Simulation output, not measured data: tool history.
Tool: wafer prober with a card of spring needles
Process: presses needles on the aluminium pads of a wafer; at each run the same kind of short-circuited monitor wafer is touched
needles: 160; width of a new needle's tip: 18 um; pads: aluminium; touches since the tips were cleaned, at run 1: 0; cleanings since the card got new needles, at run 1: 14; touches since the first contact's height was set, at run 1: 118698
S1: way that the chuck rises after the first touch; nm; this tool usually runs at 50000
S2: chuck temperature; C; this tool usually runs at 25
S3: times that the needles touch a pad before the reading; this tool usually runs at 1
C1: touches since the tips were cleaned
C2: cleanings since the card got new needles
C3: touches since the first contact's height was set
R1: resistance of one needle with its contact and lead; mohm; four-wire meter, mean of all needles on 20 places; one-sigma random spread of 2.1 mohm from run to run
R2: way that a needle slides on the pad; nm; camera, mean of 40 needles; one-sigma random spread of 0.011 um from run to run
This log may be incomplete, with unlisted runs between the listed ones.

run 1 hour=0.0 | S1=50000 S2=25 S3=1 | C1=0 C2=14 C3=118698 | R1=237 R2=9300
-- hour=13.0 tips cleaned on abrasive film
run 2 hour=17.0 | S1=50000 S2=105 S3=1 | C1=2478 C2=15 C3=129132 | R1=363 R2=9310
-- hour=25.9 tips cleaned on abrasive film
-- hour=39.5 tips cleaned on abrasive film
run 3 hour=45.5 | S1=50000 S2=105 S3=1 | C1=3676 C2=17 C3=146594 | R1=383 R2=9280
-- hour=53.9 tips cleaned on abrasive film
-- hour=68.1 tips cleaned on abrasive film
-- hour=81.1 tips cleaned on abrasive film
run 4 hour=83.6 | S1=50000 S2=105 S3=1 | C1=1532 C2=20 C3=169896 | R1=348 R2=9260
-- hour=93.4 tips cleaned on abrasive film
-- hour=107.6 tips cleaned on abrasive film
-- hour=120.3 tips cleaned on abrasive film
run 5 hour=124.4 | S1=50000 S2=36 S3=1 | C1=2509 C2=23 C3=194896 | R1=382 R2=9200
-- hour=133.3 tips cleaned on abrasive film
-- hour=147.7 tips cleaned on abrasive film
run 6 hour=157.4 | S1=50000 S2=25 S3=1 | C1=5997 C2=25 C3=215179 | R1=404 R2=9200
-- hour=160.1 tips cleaned on abrasive film
-- hour=160.4 height of the first contact set anew
-- hour=172.4 tips cleaned on abrasive film
-- hour=184.7 tips cleaned on abrasive film
-- hour=198.1 tips cleaned on abrasive film
run 7 hour=199.0 | S1=50000 S2=25 S3=2 | C1=573 C2=29 C3=23674 | R1=259 R2=9400
-- hour=210.0 tips cleaned on abrasive film
-- hour=223.1 tips cleaned on abrasive film
run 8 hour=223.8 | S1=50000 S2=25 S3=2 | C1=425 C2=31 C3=38843 | R1=250 R2=9370
-- hour=236.7 tips cleaned on abrasive film
-- hour=250.8 tips cleaned on abrasive film
run 9 hour=252.2 | S1=50000 S2=25 S3=2 | C1=855 C2=33 C3=56214 | R1=268 R2=9330
-- hour=263.9 tips cleaned on abrasive film
-- hour=277.2 tips cleaned on abrasive film
run 10 hour=278.0 | S1=50000 S2=25 S3=1 | C1=504 C2=35 C3=72055 | R1=282 R2=9320
-- hour=289.5 tips cleaned on abrasive film
-- hour=302.4 tips cleaned on abrasive film
run 11 hour=311.6 | S1=50000 S2=25 S3=1 | C1=5659 C2=37 C3=92650 | R1=412 R2=9310
-- hour=315.7 tips cleaned on abrasive film
-- hour=329.4 tips cleaned on abrasive film
run 12 hour=332.8 | S1=53000 S2=25 S3=1 | C1=2128 C2=39 C3=105611 | R1=335 R2=9850
-- hour=343.6 tips cleaned on abrasive film
-- hour=357.1 tips cleaned on abrasive film
run 13 hour=365.2 | S1=60000 S2=25 S3=1 | C1=4963 C2=41 C3=125461 | R1=354 R2=11160
-- hour=370.2 tips cleaned on abrasive film
-- hour=383.4 tips cleaned on abrasive film
run 14 hour=394.3 | S1=60000 S2=25 S3=2 | C1=6778 C2=43 C3=143338 | R1=297 R2=11150
-- hour=397.4 tips cleaned on abrasive film
-- hour=410.4 tips cleaned on abrasive film
-- hour=422.5 tips cleaned on abrasive film
run 15 hour=434.0 | S1=49000 S2=49 S3=2 | C1=7093 C2=46 C3=167601 | R1=350 R2=9070
-- hour=437.0 tips cleaned on abrasive film
-- hour=450.2 tips cleaned on abrasive film
-- hour=463.1 tips cleaned on abrasive film
run 16 hour=463.6 | S1=50000 S2=25 S3=2 | C1=295 C2=49 C3=185703 | R1=257 R2=9230
-- hour=475.0 tips cleaned on abrasive film
run 17 hour=485.8 | S1=50000 S2=103 S3=2 | C1=6652 C2=50 C3=199333 | R1=353 R2=9210
-- hour=487.8 tips cleaned on abrasive film
-- hour=501.2 tips cleaned on abrasive film
-- hour=514.1 tips cleaned on abrasive film
-- hour=514.4 height of the first contact set anew
run 18 hour=521.7 | S1=50000 S2=26 S3=3 | C1=4517 C2=53 C3=4517 | R1=287 R2=9420
-- hour=526.3 tips cleaned on abrasive film
-- hour=538.6 tips cleaned on abrasive film
-- hour=552.7 tips cleaned on abrasive film
run 19 hour=560.1 | S1=42000 S2=80 S3=2 | C1=4538 C2=56 C3=28005 | R1=385 R2=7880
-- hour=566.1 tips cleaned on abrasive film
-- hour=578.3 tips cleaned on abrasive film
run 20 hour=588.7 | S1=42000 S2=80 S3=2 | C1=6471 C2=58 C3=45554 | R1=392 R2=7860
-- hour=591.6 tips cleaned on abrasive film
-- hour=604.3 tips cleaned on abrasive film
-- hour=616.3 tips cleaned on abrasive film
run 21 hour=623.7 | S1=61000 S2=77 S3=1 | C1=4537 C2=61 C3=66916 | R1=351 R2=11420
-- hour=629.6 tips cleaned on abrasive film
-- hour=642.3 tips cleaned on abrasive film
run 22 hour=652.6 | S1=65000 S2=25 S3=2 | C1=6374 C2=63 C3=84667 | R1=290 R2=12170
-- hour=655.5 tips cleaned on abrasive film
-- hour=667.4 tips cleaned on abrasive film
-- hour=681.1 tips cleaned on abrasive film
run 23 hour=688.5 | S1=69000 S2=25 S3=2 | C1=4590 C2=66 C3=106653 | R1=278 R2=12860
-- hour=694.5 tips cleaned on abrasive film
run 24 hour=705.7 | S1=69000 S2=25 S3=2 | C1=6878 C2=67 C3=117159 | R1=286 R2=12850
-- hour=708.7 tips cleaned on abrasive film
-- hour=723.2 tips cleaned on abrasive film
-- hour=737.4 tips cleaned on abrasive film
run 25 hour=743.4 | S1=58000 S2=39 S3=2 | C1=3684 C2=70 C3=140242 | R1=307 R2=10770
-- hour=750.8 tips cleaned on abrasive film
-- hour=764.8 tips cleaned on abrasive film
-- hour=779.6 tips cleaned on abrasive film
run 26 hour=784.0 | S1=58000 S2=39 S3=2 | C1=2745 C2=73 C3=165130 | R1=288 R2=10770
-- hour=792.3 tips cleaned on abrasive film
-- hour=805.0 tips cleaned on abrasive film
-- hour=819.2 tips cleaned on abrasive film
run 27 hour=825.4 | S1=58000 S2=39 S3=2 | C1=3796 C2=76 C3=190465 | R1=301 R2=10710
-- hour=832.9 tips cleaned on abrasive film
-- hour=845.2 tips cleaned on abrasive film
run 28 hour=847.2 | S1=58000 S2=83 S3=2 | C1=1274 C2=78 C3=203826 | R1=284 R2=10690

Consider 4 possible next runs. They are alternatives, not a sequence: every one starts from the tool as it was left by run 28. What does each give?
-- hour=857.8 tips cleaned on abrasive film
-- hour=868.2 height of the first contact set anew
-- hour=871.2 tips cleaned on abrasive film
run A hour=872.7 | S1=36000 S2=53 S3=1 | C1=935 C2=80 C3=2749 | R1=? R2=?
-- hour=857.8 tips cleaned on abrasive film
-- hour=868.2 height of the first contact set anew
-- hour=871.2 tips cleaned on abrasive film
run B hour=872.7 | S1=69000 S2=92 S3=1 | C1=935 C2=80 C3=2749 | R1=? R2=?
-- hour=857.8 tips cleaned on abrasive film
-- hour=868.2 height of the first contact set anew
-- hour=871.2 tips cleaned on abrasive film
run C hour=872.7 | S1=66000 S2=83 S3=2 | C1=935 C2=80 C3=2749 | R1=? R2=?
-- hour=857.8 tips cleaned on abrasive film
-- hour=868.2 height of the first contact set anew
-- hour=871.2 tips cleaned on abrasive film
run D hour=872.7 | S1=31000 S2=113 S3=1 | C1=935 C2=80 C3=2749 | R1=? R2=?

run=A R1=393 R2=6790
run=B R1=274 R2=12980
run=C R1=261 R2=12420
run=D R1=446 R2=5820
Had the tool no hidden state, the same runs would have come out as:
run=A R1=253 R2=6790
run=B R1=235 R2=12990
run=C R1=235 R2=12420
run=D R1=278 R2=5830
